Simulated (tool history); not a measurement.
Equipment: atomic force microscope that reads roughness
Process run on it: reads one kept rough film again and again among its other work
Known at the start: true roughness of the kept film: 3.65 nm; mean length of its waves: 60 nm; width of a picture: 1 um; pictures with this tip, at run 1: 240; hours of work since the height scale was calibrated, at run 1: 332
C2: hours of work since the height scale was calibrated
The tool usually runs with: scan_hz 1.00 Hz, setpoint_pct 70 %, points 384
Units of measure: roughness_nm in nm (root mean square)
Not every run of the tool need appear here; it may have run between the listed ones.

{"run": 1, "day": 0.0, "scan_hz": 1.0, "setpoint_pct": 70, "points": 384, "pictures with this tip": 240, "C2": 332, "roughness_nm": 3.194}
{"day": 0.55, "done": "new tip fitted"}
{"run": 2, "day": 1.142, "scan_hz": 1.76, "setpoint_pct": 70, "points": 384, "pictures with this tip": 34, "C2": 352, "roughness_nm": 3.184}
{"run": 3, "day": 2.658, "scan_hz": 1.0, "setpoint_pct": 70, "points": 384, "pictures with this tip": 122, "C2": 379, "roughness_nm": 3.276}
{"run": 4, "day": 3.542, "scan_hz": 1.0, "setpoint_pct": 70, "points": 384, "pictures with this tip": 173, "C2": 395, "roughness_nm": 3.235}
{"run": 5, "day": 4.779, "scan_hz": 1.0, "setpoint_pct": 70, "points": 384, "pictures with this tip": 245, "C2": 417, "roughness_nm": 3.186}
{"day": 5.358, "done": "new tip fitted"}
{"run": 6, "day": 6.038, "scan_hz": 1.0, "setpoint_pct": 70, "points": 615, "pictures with this tip": 39, "C2": 439, "roughness_nm": 3.309}
{"run": 7, "day": 7.6, "scan_hz": 1.0, "setpoint_pct": 70, "points": 615, "pictures with this tip": 130, "C2": 467, "roughness_nm": 3.248}
{"run": 8, "day": 9.342, "scan_hz": 1.0, "setpoint_pct": 70, "points": 615, "pictures with this tip": 231, "C2": 499, "roughness_nm": 3.172}
{"day": 10.058, "done": "new tip fitted"}
{"run": 9, "day": 10.842, "scan_hz": 1.0, "setpoint_pct": 70, "points": 615, "pictures with this tip": 45, "C2": 525, "roughness_nm": 3.296}
{"run": 10, "day": 11.762, "scan_hz": 1.0, "setpoint_pct": 70, "points": 615, "pictures with this tip": 98, "C2": 542, "roughness_nm": 3.279}
{"run": 11, "day": 13.067, "scan_hz": 1.0, "setpoint_pct": 70, "points": 615, "pictures with this tip": 174, "C2": 565, "roughness_nm": 3.238}
{"run": 12, "day": 14.025, "scan_hz": 1.0, "setpoint_pct": 70, "points": 384, "pictures with this tip": 229, "C2": 582, "roughness_nm": 3.2}
{"day": 14.925, "done": "new tip fitted"}
{"run": 13, "day": 15.154, "scan_hz": 1.0, "setpoint_pct": 83, "points": 384, "pictures with this tip": 14, "C2": 602, "roughness_nm": 3.174}
{"run": 14, "day": 16.804, "scan_hz": 1.0, "setpoint_pct": 83, "points": 384, "pictures with this tip": 109, "C2": 632, "roughness_nm": 3.113}
{"run": 15, "day": 18.758, "scan_hz": 1.0, "setpoint_pct": 65, "points": 384, "pictures with this tip": 222, "C2": 667, "roughness_nm": 3.267}
{"day": 19.625, "done": "new tip fitted"}
{"run": 16, "day": 20.417, "scan_hz": 1.0, "setpoint_pct": 66, "points": 384, "pictures with this tip": 46, "C2": 696, "roughness_nm": 3.362}
{"run": 17, "day": 21.929, "scan_hz": 1.0, "setpoint_pct": 70, "points": 411, "pictures with this tip": 134, "C2": 724, "roughness_nm": 3.278}
{"run": 18, "day": 23.792, "scan_hz": 1.0, "setpoint_pct": 70, "points": 411, "pictures with this tip": 241, "C2": 757, "roughness_nm": 3.219}
{"day": 24.388, "done": "new tip fitted"}
{"run": 19, "day": 25.179, "scan_hz": 1.0, "setpoint_pct": 56, "points": 384, "pictures with this tip": 45, "C2": 782, "roughness_nm": 3.448}
{"run": 20, "day": 26.9, "scan_hz": 1.0, "setpoint_pct": 56, "points": 384, "pictures with this tip": 145, "C2": 813, "roughness_nm": 3.37}
{"run": 21, "day": 28.3, "scan_hz": 1.0, "setpoint_pct": 56, "points": 384, "pictures with this tip": 226, "C2": 838, "roughness_nm": 3.341}
{"day": 29.167, "done": "new tip fitted"}
{"run": 22, "day": 30.138, "scan_hz": 1.0, "setpoint_pct": 56, "points": 384, "pictures with this tip": 56, "C2": 870, "roughness_nm": 3.434}
{"run": 23, "day": 31.012, "scan_hz": 1.0, "setpoint_pct": 58, "points": 384, "pictures with this tip": 107, "C2": 886, "roughness_nm": 3.401}
{"run": 24, "day": 31.962, "scan_hz": 1.0, "setpoint_pct": 58, "points": 384, "pictures with this tip": 162, "C2": 903, "roughness_nm": 3.349}
{"day": 32.146, "done": "height scale calibrated on a step standard"}
{"run": 25, "day": 32.929, "scan_hz": 1.0, "setpoint_pct": 58, "points": 384, "pictures with this tip": 215, "C2": 14, "roughness_nm": 3.315}
{"day": 33.946, "done": "new tip fitted"}
{"run": 26, "day": 34.275, "scan_hz": 1.0, "setpoint_pct": 63, "points": 384, "pictures with this tip": 19, "C2": 38, "roughness_nm": 3.397}
{"run": 27, "day": 36.246, "scan_hz": 1.0, "setpoint_pct": 61, "points": 488, "pictures with this tip": 133, "C2": 73, "roughness_nm": 3.362}
{"run": 28, "day": 37.225, "scan_hz": 1.0, "setpoint_pct": 61, "points": 488, "pictures with this tip": 190, "C2": 91, "roughness_nm": 3.325}
{"day": 37.442, "done": "height scale calibrated on a step standard, once more"}
{"day": 38.792, "done": "new tip fitted"}
{"run": 29, "day": 38.871, "scan_hz": 2.07, "setpoint_pct": 70, "points": 384, "pictures with this tip": 4, "C2": 25, "roughness_nm": 3.151}
{"run": 30, "day": 40.075, "scan_hz": 2.07, "setpoint_pct": 70, "points": 384, "pictures with this tip": 74, "C2": 47, "roughness_nm": 3.123}
{"run": 31, "day": 41.083, "scan_hz": 2.07, "setpoint_pct": 70, "points": 384, "pictures with this tip": 132, "C2": 65, "roughness_nm": 3.05}
{"run": 32, "day": 42.521, "scan_hz": 1.16, "setpoint_pct": 70, "points": 384, "pictures with this tip": 216, "C2": 91, "roughness_nm": 3.153}
{"day": 43.575, "done": "new tip fitted"}
{"run": 33, "day": 43.775, "scan_hz": 1.0, "setpoint_pct": 74, "points": 541, "pictures with this tip": 12, "C2": 113, "roughness_nm": 3.288}
{"run": 34, "day": 45.308, "scan_hz": 1.0, "setpoint_pct": 78, "points": 269, "pictures with this tip": 101, "C2": 141, "roughness_nm": 3.146}
{"run": 35, "day": 47.104, "scan_hz": 1.0, "setpoint_pct": 78, "points": 269, "pictures with this tip": 205, "C2": 173, "roughness_nm": 3.086}
{"day": 48.4, "done": "new tip fitted"}
{"run": 36, "day": 48.662, "scan_hz": 1.0, "setpoint_pct": 64, "points": 384, "pictures with this tip": 16, "C2": 200, "roughness_nm": 3.405}
{"run": 37, "day": 50.571, "scan_hz": 1.0, "setpoint_pct": 72, "points": 384, "pictures with this tip": 126, "C2": 235, "roughness_nm": 3.241}
{"run": 38, "day": 51.992, "scan_hz": 2.16, "setpoint_pct": 60, "points": 384, "pictures with this tip": 208, "C2": 260, "roughness_nm": 3.19}
{"day": 53.096, "done": "new tip fitted"}
{"run": 39, "day": 53.842, "scan_hz": 0.6, "setpoint_pct": 81, "points": 266, "pictures with this tip": 43, "C2": 293, "roughness_nm": 3.313}
{"run": 40, "day": 55.817, "scan_hz": 1.0, "setpoint_pct": 65, "points": 384, "pictures with this tip": 157, "C2": 328, "roughness_nm": 3.274}
{"run": 41, "day": 56.783, "scan_hz": 1.0, "setpoint_pct": 64, "points": 856, "pictures with this tip": 213, "C2": 346, "roughness_nm": 3.26}
{"day": 57.825, "done": "new tip fitted"}
{"run": 42, "day": 58.308, "scan_hz": 1.6, "setpoint_pct": 75, "points": 856, "pictures with this tip": 27, "C2": 373, "roughness_nm": 3.141}
{"run": 43, "day": 59.579, "scan_hz": 1.29, "setpoint_pct": 70, "points": 558, "pictures with this tip": 101, "C2": 396, "roughness_nm": 3.229}
{"run": 44, "day": 60.921, "scan_hz": 1.32, "setpoint_pct": 67, "points": 895, "pictures with this tip": 179, "C2": 420, "roughness_nm": 3.233}
{"run": 45, "day": 62.133, "scan_hz": 1.26, "setpoint_pct": 86, "points": 384, "pictures with this tip": 249, "C2": 442, "roughness_nm": 2.89}
{"day": 62.558, "done": "new tip fitted"}
{"run": 46, "day": 63.888, "scan_hz": 1.26, "setpoint_pct": 86, "points": 384, "pictures with this tip": 77, "C2": 473, "roughness_nm": 2.988}
{"run": 47, "day": 65.504, "scan_hz": 1.26, "setpoint_pct": 61, "points": 695, "pictures with this tip": 171, "C2": 502, "roughness_nm": 3.298}
{"day": 67.279, "done": "new tip fitted"}
{"run": 48, "day": 67.279, "scan_hz": 2.87, "setpoint_pct": 81, "points": 584, "pictures with this tip": 0, "C2": 533, "roughness_nm": 2.72}

Results for each run, recomputed without the tool's hidden state and with each run's random variation untouched:
Hidden conditions of the tool in this case: radius of the tip, nm; height scale over the true one, %; drift of the gauge itself on roughness_nm, %.
run=1 roughness_nm=3.337
run=2 roughness_nm=3.209
run=3 roughness_nm=3.354
run=4 roughness_nm=3.342
run=5 roughness_nm=3.338
run=6 roughness_nm=3.347
run=7 roughness_nm=3.345
run=8 roughness_nm=3.334
run=9 roughness_nm=3.320
run=10 roughness_nm=3.336
run=11 roughness_nm=3.341
run=12 roughness_nm=3.335
run=13 roughness_nm=3.176
run=14 roughness_nm=3.175
run=15 roughness_nm=3.403
run=16 roughness_nm=3.388
run=17 roughness_nm=3.352
run=18 roughness_nm=3.356
run=19 roughness_nm=3.469
run=20 roughness_nm=3.459
run=21 roughness_nm=3.479
run=22 roughness_nm=3.456
run=23 roughness_nm=3.454
run=24 roughness_nm=3.439
run=25 roughness_nm=3.438
run=26 roughness_nm=3.397
run=27 roughness_nm=3.436
run=28 roughness_nm=3.438
run=29 roughness_nm=3.166
run=30 roughness_nm=3.179
run=31 roughness_nm=3.144
run=32 roughness_nm=3.303
run=33 roughness_nm=3.306
run=34 roughness_nm=3.222
run=35 roughness_nm=3.226
run=36 roughness_nm=3.411
run=37 roughness_nm=3.313
run=38 roughness_nm=3.317
run=39 roughness_nm=3.338
run=40 roughness_nm=3.371
run=41 roughness_nm=3.391
run=42 roughness_nm=3.151
run=43 roughness_nm=3.286
run=44 roughness_nm=3.335
run=45 roughness_nm=3.016
run=46 roughness_nm=3.026
run=47 roughness_nm=3.410
run=48 roughness_nm=2.714
